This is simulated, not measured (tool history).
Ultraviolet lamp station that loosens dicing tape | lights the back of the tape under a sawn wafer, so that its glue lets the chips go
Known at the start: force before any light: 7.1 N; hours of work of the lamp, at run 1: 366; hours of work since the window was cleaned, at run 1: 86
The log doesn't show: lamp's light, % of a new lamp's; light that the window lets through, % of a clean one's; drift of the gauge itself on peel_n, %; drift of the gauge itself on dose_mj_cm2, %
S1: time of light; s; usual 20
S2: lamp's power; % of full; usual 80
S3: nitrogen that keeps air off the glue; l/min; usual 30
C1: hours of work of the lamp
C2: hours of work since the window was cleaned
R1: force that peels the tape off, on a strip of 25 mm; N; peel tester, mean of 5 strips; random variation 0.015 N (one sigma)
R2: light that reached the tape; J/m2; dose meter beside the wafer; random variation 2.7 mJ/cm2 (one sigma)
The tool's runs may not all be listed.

run 1 hour=0 | S1=20 S2=80 S3=30 | C1=366 C2=86 | R1=0.694 R2=3710
run 2 hour=20.1 | S1=20 S2=80 S3=30 | C1=376 C2=96 | R1=0.693 R2=3710
run 3 hour=34.1 | S1=20 S2=80 S3=30 | C1=383 C2=103 | R1=0.699 R2=3720
run 4 hour=47.8 | S1=12 S2=80 S3=30 | C1=389 C2=109 | R1=1.679 R2=2230
run 5 hour=57.1 | S1=12 S2=80 S3=30 | C1=394 C2=114 | R1=1.575 R2=2220
run 6 hour=67.1 | S1=20 S2=80 S3=30 | C1=399 C2=119 | R1=0.761 R2=3710
run 7 hour=86.4 | S1=20 S2=80 S3=30 | C1=408 C2=128 | R1=0.713 R2=3720
run 8 hour=100.8 | S1=20 S2=80 S3=30 | C1=415 C2=135 | R1=0.701 R2=3720
run 9 hour=119.5 | S1=20 S2=80 S3=30 | C1=424 C2=144 | R1=0.673 R2=3710
run 10 hour=133.1 | S1=20 S2=80 S3=22 | C1=430 C2=150 | R1=0.882 R2=3700
run 11 hour=149 | S1=37 S2=80 S3=22 | C1=438 C2=158 | R1=0.313 R2=6900
run 12 hour=166.3 | S1=37 S2=80 S3=22 | C1=446 C2=166 | R1=0.329 R2=6830
run 13 hour=176.3 | S1=37 S2=80 S3=22 | C1=451 C2=171 | R1=0.311 R2=6900
run 14 hour=193.8 | S1=20 S2=68 S3=30 | C1=460 C2=180 | R1=0.94 R2=3190
run 15 hour=205.6 | S1=20 S2=68 S3=30 | C1=465 C2=185 | R1=0.965 R2=3100
run 16 hour=216.6 | S1=20 S2=68 S3=31 | C1=471 C2=191 | R1=0.926 R2=3210
run 17 hour=229.7 | S1=20 S2=67 S3=30 | C1=477 C2=197 | R1=1.013 R2=3110
run 18 hour=242.5 | S1=26 S2=81 S3=30 | C1=483 C2=203 | R1=0.422 R2=4900
run 19 hour=253.6 | S1=11 S2=80 S3=30 | C1=488 C2=208 | R1=1.897 R2=2030
run 20 hour=274.1 | S1=11 S2=80 S3=30 | C1=498 C2=218 | R1=1.868 R2=2050
run 21 hour=287.8 | S1=11 S2=80 S3=30 | C1=505 C2=225 | R1=1.834 R2=2020
run 22 hour=296.6 | S1=11 S2=80 S3=30 | C1=509 C2=229 | R1=1.774 R2=2100
run 23 hour=306.4 | S1=11 S2=80 S3=30 | C1=514 C2=234 | R1=1.806 R2=2060
run 24 hour=315.5 | S1=11 S2=80 S3=30 | C1=518 C2=238 | R1=1.754 R2=2030
-- hour=332.5 window cleaned of glue's vapour
run 25 hour=332.9 | S1=11 S2=64 S3=13 | C1=526 C2=0 | R1=3.076 R2=1620
run 26 hour=350.3 | S1=16 S2=68 S3=35 | C1=535 C2=9 | R1=1.263 R2=2520
run 27 hour=368.1 | S1=19 S2=61 S3=12 | C1=543 C2=17 | R1=1.994 R2=2700
run 28 hour=379.9 | S1=11 S2=92 S3=21 | C1=549 C2=23 | R1=1.757 R2=2370
run 29 hour=398.4 | S1=35 S2=92 S3=25 | C1=558 C2=32 | R1=0.287 R2=7510

Forecast each of these 4 alternatives for the next run:
run A hour=417.5 | S1=35 S2=64 S3=26 | C1=567 C2=41 | R1=? R2=?
run B hour=417.5 | S1=35 S2=69 S3=25 | C1=567 C2=41 | R1=? R2=?
run C hour=417.5 | S1=12 S2=63 S3=20 | C1=567 C2=41 | R1=? R2=?
run D hour=417.5 | S1=35 S2=81 S3=25 | C1=567 C2=41 | R1=? R2=?

run=A R1=0.429 R2=5200
run=B R1=0.399 R2=5600
run=C R1=2.625 R2=1760
run=D R1=0.317 R2=6570
Without the tool's hidden state the same runs would have given:
run=A R1=0.428 R2=5210
run=B R1=0.398 R2=5610
run=C R1=2.621 R2=1770
run=D R1=0.316 R2=6590
